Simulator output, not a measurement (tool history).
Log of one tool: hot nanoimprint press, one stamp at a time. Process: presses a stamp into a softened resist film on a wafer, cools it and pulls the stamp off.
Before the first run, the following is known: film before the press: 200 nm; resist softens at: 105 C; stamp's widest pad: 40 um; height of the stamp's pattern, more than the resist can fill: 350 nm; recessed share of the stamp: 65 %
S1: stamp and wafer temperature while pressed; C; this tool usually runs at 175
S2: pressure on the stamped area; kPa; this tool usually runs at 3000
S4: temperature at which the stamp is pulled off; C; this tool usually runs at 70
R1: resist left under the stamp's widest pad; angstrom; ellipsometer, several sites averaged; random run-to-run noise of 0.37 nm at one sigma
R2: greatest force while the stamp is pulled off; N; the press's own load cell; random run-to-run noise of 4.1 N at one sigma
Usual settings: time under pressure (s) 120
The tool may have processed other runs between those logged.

{"run": 1, "day": 0.0, "S1": 175, "S2": 3000, "time under pressure (s)": 120, "S4": 70, "R1": 969, "R2": 207}
{"run": 2, "day": 0.262, "S1": 175, "S2": 2790, "time under pressure (s)": 120, "S4": 70, "R1": 997, "R2": 200}
{"day": 0.883, "done": "stamp cleaned and given a new release coat"}
{"run": 3, "day": 0.962, "S1": 175, "S2": 3000, "time under pressure (s)": 120, "S4": 65, "R1": 970, "R2": 225}
{"run": 4, "day": 1.492, "S1": 175, "S2": 2000, "time under pressure (s)": 120, "S4": 65, "R1": 1129, "R2": 223}
{"run": 5, "day": 1.854, "S1": 175, "S2": 3000, "time under pressure (s)": 160, "S4": 70, "R1": 865, "R2": 194}
{"run": 6, "day": 2.171, "S1": 186, "S2": 3000, "time under pressure (s)": 160, "S4": 70, "R1": 531, "R2": 207}
{"run": 7, "day": 2.592, "S1": 186, "S2": 3000, "time under pressure (s)": 160, "S4": 70, "R1": 534, "R2": 193}
{"day": 2.996, "done": "plate thermocouple calibrated"}
{"run": 8, "day": 3.029, "S1": 175, "S2": 3000, "time under pressure (s)": 120, "S4": 70, "R1": 973, "R2": 199}
{"run": 9, "day": 3.425, "S1": 175, "S2": 3000, "time under pressure (s)": 120, "S4": 70, "R1": 970, "R2": 203}
{"run": 10, "day": 3.954, "S1": 175, "S2": 3000, "time under pressure (s)": 120, "S4": 70, "R1": 975, "R2": 200}
{"run": 11, "day": 4.338, "S1": 175, "S2": 3000, "time under pressure (s)": 120, "S4": 70, "R1": 974, "R2": 200}
{"run": 12, "day": 4.846, "S1": 175, "S2": 2640, "time under pressure (s)": 120, "S4": 70, "R1": 1018, "R2": 200}
{"run": 13, "day": 5.188, "S1": 178, "S2": 4680, "time under pressure (s)": 155, "S4": 59, "R1": 630, "R2": 252}
{"run": 14, "day": 5.704, "S1": 178, "S2": 4680, "time under pressure (s)": 155, "S4": 59, "R1": 633, "R2": 255}
{"run": 15, "day": 6.179, "S1": 173, "S2": 2900, "time under pressure (s)": 155, "S4": 59, "R1": 972, "R2": 245}
{"run": 16, "day": 6.692, "S1": 175, "S2": 3670, "time under pressure (s)": 62, "S4": 70, "R1": 1137, "R2": 204}
{"run": 17, "day": 7.208, "S1": 175, "S2": 2110, "time under pressure (s)": 94, "S4": 70, "R1": 1201, "R2": 197}
{"run": 18, "day": 7.717, "S1": 175, "S2": 2110, "time under pressure (s)": 153, "S4": 69, "R1": 1018, "R2": 199}
{"day": 8.054, "done": "stamp cleaned and given a new release coat"}
{"run": 19, "day": 8.525, "S1": 163, "S2": 3880, "time under pressure (s)": 120, "S4": 70, "R1": 1408, "R2": 204}
{"run": 20, "day": 8.988, "S1": 163, "S2": 3880, "time under pressure (s)": 120, "S4": 70, "R1": 1403, "R2": 200}
{"run": 21, "day": 9.471, "S1": 175, "S2": 3000, "time under pressure (s)": 62, "S4": 62, "R1": 1227, "R2": 235}
{"run": 22, "day": 9.896, "S1": 173, "S2": 2640, "time under pressure (s)": 80, "S4": 76, "R1": 1254, "R2": 162}

4 options for the next run, each taken on its own from the tool as it stands now. Forecast them:
{"run": "A", "day": 10.308, "S1": 173, "S2": 1870, "time under pressure (s)": 80, "S4": 76, "R1": "?", "R2": "?"}
{"run": "B", "day": 10.308, "S1": 175, "S2": 3000, "time under pressure (s)": 120, "S4": 70, "R1": "?", "R2": "?"}
{"run": "C", "day": 10.308, "S1": 175, "S2": 2180, "time under pressure (s)": 130, "S4": 75, "R1": "?", "R2": "?"}
{"run": "D", "day": 10.308, "S1": 172, "S2": 3000, "time under pressure (s)": 76, "S4": 72, "R1": "?", "R2": "?"}

run=A R1=1393 R2=175
run=B R1=976 R2=194
run=C R1=1069 R2=171
run=D R1=1268 R2=182
What these runs would have given with no unlogged condition in the tool:
run=A R1=1392 R2=175
run=B R1=976 R2=193
run=C R1=1069 R2=171
run=D R1=1268 R2=182
